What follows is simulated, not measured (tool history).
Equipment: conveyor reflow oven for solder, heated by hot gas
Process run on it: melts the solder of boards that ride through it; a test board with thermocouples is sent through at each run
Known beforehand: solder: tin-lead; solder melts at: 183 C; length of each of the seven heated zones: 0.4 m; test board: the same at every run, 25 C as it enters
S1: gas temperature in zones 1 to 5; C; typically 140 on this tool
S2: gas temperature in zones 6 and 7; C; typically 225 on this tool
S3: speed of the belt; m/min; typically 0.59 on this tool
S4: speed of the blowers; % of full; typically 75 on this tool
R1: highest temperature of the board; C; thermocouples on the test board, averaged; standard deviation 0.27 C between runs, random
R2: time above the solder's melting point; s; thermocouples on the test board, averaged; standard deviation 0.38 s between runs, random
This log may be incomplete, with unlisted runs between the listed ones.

run 1 hour=0 | S1=140 S2=225 S3=0.59 S4=75 | R1=204.7 R2=49.4
-- hour=13.6 thermocouples of zones 6 and 7 changed
-- hour=26.2 belt drive overhauled, speed set with a stopwatch
run 2 hour=30.1 | S1=140 S2=225 S3=0.59 S4=75 | R1=206.1 R2=50.1
run 3 hour=41.8 | S1=140 S2=225 S3=0.59 S4=75 | R1=206.1 R2=50.3
run 4 hour=55.4 | S1=128 S2=225 S3=0.59 S4=75 | R1=203.4 R2=41.5
run 5 hour=67.6 | S1=128 S2=225 S3=0.59 S4=75 | R1=203.2 R2=42.1
run 6 hour=81.8 | S1=128 S2=219 S3=0.59 S4=75 | R1=198 R2=34.3
run 7 hour=101.7 | S1=128 S2=219 S3=0.59 S4=75 | R1=198.3 R2=34.7
run 8 hour=116 | S1=128 S2=219 S3=0.59 S4=75 | R1=198.1 R2=34
run 9 hour=140.6 | S1=128 S2=219 S3=0.59 S4=75 | R1=197 R2=33.4
-- hour=147.3 flux residue cleaned out of gas plates and filters
run 10 hour=159.2 | S1=140 S2=225 S3=0.59 S4=72 | R1=204.2 R2=46.9
run 11 hour=171.2 | S1=140 S2=225 S3=0.59 S4=72 | R1=203.3 R2=45.1
run 12 hour=183.9 | S1=140 S2=225 S3=0.59 S4=72 | R1=203.3 R2=45.5
run 13 hour=198 | S1=140 S2=225 S3=0.59 S4=72 | R1=203.1 R2=45.3
run 14 hour=214.7 | S1=152 S2=225 S3=0.59 S4=72 | R1=205.8 R2=54.2
run 15 hour=230.1 | S1=152 S2=225 S3=0.59 S4=72 | R1=205.7 R2=53.6

Run 16, settings as shown, results not yet in. Your forecast:
run 16 hour=243.3 | S1=145 S2=213 S3=0.59 S4=72 | R1=? R2=?

Logged for run 16: R1 194.2 C, R2 33.5 s.
The same run, on a tool lacking any hidden state, would have yielded R1 197.4 C, R2 40.8 s.

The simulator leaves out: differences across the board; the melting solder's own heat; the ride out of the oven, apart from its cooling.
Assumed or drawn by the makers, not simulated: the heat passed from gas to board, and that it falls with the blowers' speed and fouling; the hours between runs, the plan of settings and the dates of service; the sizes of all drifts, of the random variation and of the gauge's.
